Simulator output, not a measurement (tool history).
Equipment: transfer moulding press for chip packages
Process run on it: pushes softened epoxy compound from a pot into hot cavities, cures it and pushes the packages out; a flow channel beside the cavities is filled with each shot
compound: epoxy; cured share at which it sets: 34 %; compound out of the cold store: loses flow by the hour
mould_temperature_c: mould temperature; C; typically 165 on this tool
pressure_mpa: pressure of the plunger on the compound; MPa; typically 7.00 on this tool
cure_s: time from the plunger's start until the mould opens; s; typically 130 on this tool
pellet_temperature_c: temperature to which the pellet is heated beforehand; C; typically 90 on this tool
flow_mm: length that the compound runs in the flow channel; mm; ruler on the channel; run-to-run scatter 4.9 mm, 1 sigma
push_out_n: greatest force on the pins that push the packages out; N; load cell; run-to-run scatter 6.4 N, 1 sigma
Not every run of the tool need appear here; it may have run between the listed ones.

run,hour,mould_temperature_c,pressure_mpa,cure_s,pellet_temperature_c,incoming compound's hours out of the cold store,flow_mm,push_out_n
1,0.0,165,7.00,130,90,23.4,928,249
2,15.1,158,7.00,130,90,44.6,883,333
3,26.6,158,7.00,130,90,44.6,880,328
4,36.8,158,7.00,130,90,11.7,1024,372
5,53.8,158,7.00,130,90,46.6,873,323
6,63.6,158,7.00,130,90,37.2,916,337
# hour 67.7: cavities cleaned with cleaning compound and waxed
7,79.1,158,7.00,130,90,14.8,1002,358
8,97.9,158,7.00,130,90,42.1,886,346
9,109.3,165,7.00,130,90,15.3,977,248
10,124.0,165,7.00,130,90,8.0,1004,258
11,136.2,170,7.00,130,90,20.5,922,225
# hour 142.7: plunger's sealing rings changed
12,157.4,170,7.00,130,90,22.3,917,234
# hour 164.3: cavities cleaned with cleaning compound and waxed
13,172.0,170,7.00,130,90,39.4,850,232
14,184.7,165,7.00,130,90,8.1,1002,249
15,194.5,165,7.00,130,90,26.5,919,245
16,211.3,165,7.00,130,90,25.7,916,244
17,221.2,165,7.00,159,90,17.8,955,236
18,232.2,165,7.00,159,90,27.2,917,233
19,248.6,165,7.00,159,90,40.4,868,234
# hour 258.3: cavities cleaned with cleaning compound and waxed
20,266.5,161,5.65,159,90,21.5,868,236
21,281.0,165,7.00,130,90,10.8,982,257
22,296.6,158,7.00,130,90,35.6,925,346
23,316.7,158,7.00,130,90,45.2,889,333
24,326.9,158,5.51,142,90,42.5,784,290
25,339.7,158,5.51,142,90,16.2,880,305
26,347.9,158,5.51,142,90,31.7,837,307
# hour 353.2: cavities cleaned with cleaning compound and waxed
27,369.8,165,5.67,116,90,37.9,792,281
28,384.7,170,8.27,130,90,28.5,972,232

Below are 4 alternative next runs, each starting from the tool's condition after run 28. Predict each:
A,400.7,165,8.55,112,81,35.1,?,?
B,400.7,173,8.27,130,90,36.5,?,?
C,400.7,159,6.49,124,90,40.5,?,?
D,400.7,169,6.16,130,87,21.7,?,?

run,flow_mm,push_out_n
A,984,284
B,914,233
C,866,344
D,868,240
Without the tool's unlogged condition, the same runs would have read:
run,flow_mm,push_out_n
A,986,281
B,916,230
C,867,340
D,869,237
